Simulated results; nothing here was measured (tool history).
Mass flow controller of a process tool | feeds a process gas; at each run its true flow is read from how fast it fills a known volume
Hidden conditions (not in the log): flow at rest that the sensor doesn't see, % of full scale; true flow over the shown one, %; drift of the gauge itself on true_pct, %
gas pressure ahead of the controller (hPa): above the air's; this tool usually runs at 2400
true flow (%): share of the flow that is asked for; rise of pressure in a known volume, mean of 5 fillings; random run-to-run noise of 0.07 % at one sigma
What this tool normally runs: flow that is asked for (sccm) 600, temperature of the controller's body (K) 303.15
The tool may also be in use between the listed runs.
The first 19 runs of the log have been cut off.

run	hour	flow that is asked for (sccm)	gas pressure ahead of the controller (hPa)	temperature of the controller's body (K)	hours of work since the controller was set to zero	hours of work since the controller was changed	true flow (%)
20	4994.5	600	2400	303.15	2860	9109	98.36
21	5173.8	600	2400	303.15	2963	9212	98.33
22	5337.7	600	2400	303.15	3057	9305	98.28
23	5515.4	280	2400	303.15	3158	9407	97.44
24	5885.4	600	2410	303.15	3370	9619	98.31
25	6113.2	600	2410	303.15	3501	9750	98.28
26	6352.6	853	1550	299.15	3638	9887	99.22
27	6559.4	595	1550	299.15	3756	10005	98.71
28	6796.0	142	2240	299.15	3892	10141	96.92
29	6990.5	280	1540	303.15	4003	10252	97.83
30	7345.6	336	2320	303.15	4206	10455	97.52
31	7700.4	336	2320	303.15	4410	10658	97.48
32	7976.4	600	1650	302.15	4568	10816	98.45
33	8341.4	538	1570	294.15	4777	11026	98.17
34	8703.2	538	1570	294.15	4984	11233	98.00
# hour 8902.6: controller exchanged for a calibrated one
35	9056.1	787	2400	312.15	88	88	98.62
36	9253.9	255	1690	306.15	201	201	97.57
# hour 9424.3: gauge calibrated
37	9485.2	120	2500	293.15	334	334	97.50

For run 38, what comes out?
38	9751.8	600	1520	295.15	486	486	?

Run 38 gave true flow (%) 99.19.
If the tool had no hidden condition, the same run with the same run-to-run variation would have returned true flow (%) 99.23.
